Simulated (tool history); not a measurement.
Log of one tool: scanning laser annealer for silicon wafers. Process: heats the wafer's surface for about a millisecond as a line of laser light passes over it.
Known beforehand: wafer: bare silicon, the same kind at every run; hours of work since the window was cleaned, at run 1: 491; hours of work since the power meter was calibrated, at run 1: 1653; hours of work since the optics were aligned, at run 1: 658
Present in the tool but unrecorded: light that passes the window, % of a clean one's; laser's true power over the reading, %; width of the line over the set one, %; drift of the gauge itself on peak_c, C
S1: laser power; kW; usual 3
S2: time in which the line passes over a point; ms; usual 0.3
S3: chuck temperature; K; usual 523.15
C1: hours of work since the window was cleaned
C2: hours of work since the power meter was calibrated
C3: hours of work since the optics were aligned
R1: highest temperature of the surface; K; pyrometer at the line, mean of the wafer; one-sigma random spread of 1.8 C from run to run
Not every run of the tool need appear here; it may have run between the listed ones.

run    hour     S1     S2      S3   C1    C2   C3       R1
  1       0      3    0.3  523.15  491  1653  658  1236.15
  2    41.9      3    0.3  530.15  520  1682  687  1239.15
  3     106      3  0.347  523.15  565  1727  732  1283.15
  4   167.1  2.597    0.3  523.15  608  1769  774  1105.15
      218.1  -- optics aligned, line set to its width
  5   228.2  2.597    0.3  523.15  647  1808    7  1119.15
  6   287.4  2.597    0.3  523.15  688  1850   48  1113.15
  7   347.1  2.597    0.3  519.15  729  1891   90  1106.15
  8   383.1  2.597    0.3  519.15  754  1916  115  1107.15
  9   437.8      3    0.3  495.15  792  1954  153  1203.15
 10   474.6      3  0.289  523.15  818  1980  178  1217.15
 11   507.4      3  0.289  523.15  841  2003  201  1220.15
 12   551.5      3    0.3  523.15  872  2033  232  1229.15
 13     600      3    0.3  523.15  905  2067  266  1224.15
      630.3  -- window over the wafer cleaned
 14     638      3    0.3  507.15    5  2092  291  1248.15
 15   686.5      3    0.3  507.15   39  2126  325  1249.15
 16   735.7      3    0.3  507.15   73  2160  359  1247.15
 17   792.1      3    0.3  507.15  113  2199  398  1241.15
      799.9  -- laser's power meter calibrated
 18   835.2      3    0.3  488.15  140    25  426  1218.15
 19   899.9      3    0.3  541.15  185    70  471  1271.15
      909.1  -- laser's power meter calibrated, once more
 20   962.1      3    0.3  541.15  227    37  512  1275.15
 21   999.3  3.191    0.3  541.15  253    63  538  1333.15
 22  1036.7  2.574  0.235  497.15  279    89  564  1026.15
 23  1088.8  2.574  0.218  553.15  315   125  600  1061.15
 24  1121.2  2.574  0.218  553.15  337   148  623  1058.15
 25  1181.5  2.574  0.218  553.15  379   190  665  1055.15
 26    1235  2.574  0.218  553.15  417   227  702  1055.15
 27  1276.5  2.592  0.218  512.15  445   256  731  1018.15
 28  1318.6  2.571  0.236  523.15  475   285  760  1043.15
 29  1379.3  2.662  0.236  523.15  517   327  802  1062.15
     1388.4  -- optics aligned, line set to its width
 30  1418.5  2.864    0.3  523.15  541   351   21  1206.15
 31  1472.6  2.864    0.3  523.15  578   389   59  1205.15
 32  1536.4  3.152    0.3  527.15  623   433  103  1298.15
 33  1579.9  2.682  0.226  529.15  653   463  133  1066.15
 34  1641.5  3.034  0.274  543.15  696   506  176  1240.15
 35    1700      3  0.268  494.15  737   547  217  1168.15
 36  1734.8      3  0.268  494.15  761   571  241  1169.15
 37  1793.1   2.63  0.283  491.15  801   612  282  1068.15
 38  1833.6   2.63  0.283  491.15  830   640  310  1065.15
 39  1880.1  2.632   0.29  523.15  862   672  342  1102.15
 40    1924  3.231  0.314  532.15  893   703  373  1324.15
     1969.9  -- window over the wafer cleaned
 41  1969.9  2.644  0.326  523.15    0   733  403  1178.15

For each entry between runs, how does the tool's hidden state at the last listed run before it compare with that at the first listed run after it?
Between runs 4 and 5: optics aligned, line set to its width (hour 218.1)
  light that passes the window, % of a clean one's: 97.07 -> 96.88; laser's true power over the reading, %: -0.7 -> -0.71; width of the line over the set one, %: 3.01 -> 0.21
  what was measured, less what the result would be without the hidden state, R1: -46 -> -33 K
Between runs 13 and 14: window over the wafer cleaned (hour 630.3)
  light that passes the window, % of a clean one's: 95.61 -> 99.82; laser's true power over the reading, %: -0.82 -> -0.84; width of the line over the set one, %: 1.14 -> 1.23
  what was measured, less what the result would be without the hidden state, R1: -59 -> -19 K
Between runs 17 and 18: laser's power meter calibrated (hour 799.9)
  light that passes the window, % of a clean one's: 99.31 -> 99.19; laser's true power over the reading, %: -0.88 -> -1.2; width of the line over the set one, %: 1.6 -> 1.7
  what was measured, less what the result would be without the hidden state, R1: -27 -> -31 K
Between runs 19 and 20: laser's power meter calibrated, once more (hour 909.1)
  light that passes the window, % of a clean one's: 98.98 -> 98.78; laser's true power over the reading, %: -1.22 -> -0.25; width of the line over the set one, %: 1.86 -> 1.99
  what was measured, less what the result would be without the hidden state, R1: -35 -> -28 K
Between runs 29 and 30: optics aligned, line set to its width (hour 1388.4)
  light that passes the window, % of a clean one's: 97.4 -> 97.3; laser's true power over the reading, %: -0.37 -> -0.38; width of the line over the set one, %: 3.02 -> 0.34
  what was measured, less what the result would be without the hidden state, R1: -37 -> -32 K
Between runs 40 and 41: window over the wafer cleaned (hour 1969.9)
  light that passes the window, % of a clean one's: 95.61 -> 99.97; laser's true power over the reading, %: -0.53 -> -0.54; width of the line over the set one, %: 1.63 -> 1.73
  what was measured, less what the result would be without the hidden state, R1: -67 -> -15 K

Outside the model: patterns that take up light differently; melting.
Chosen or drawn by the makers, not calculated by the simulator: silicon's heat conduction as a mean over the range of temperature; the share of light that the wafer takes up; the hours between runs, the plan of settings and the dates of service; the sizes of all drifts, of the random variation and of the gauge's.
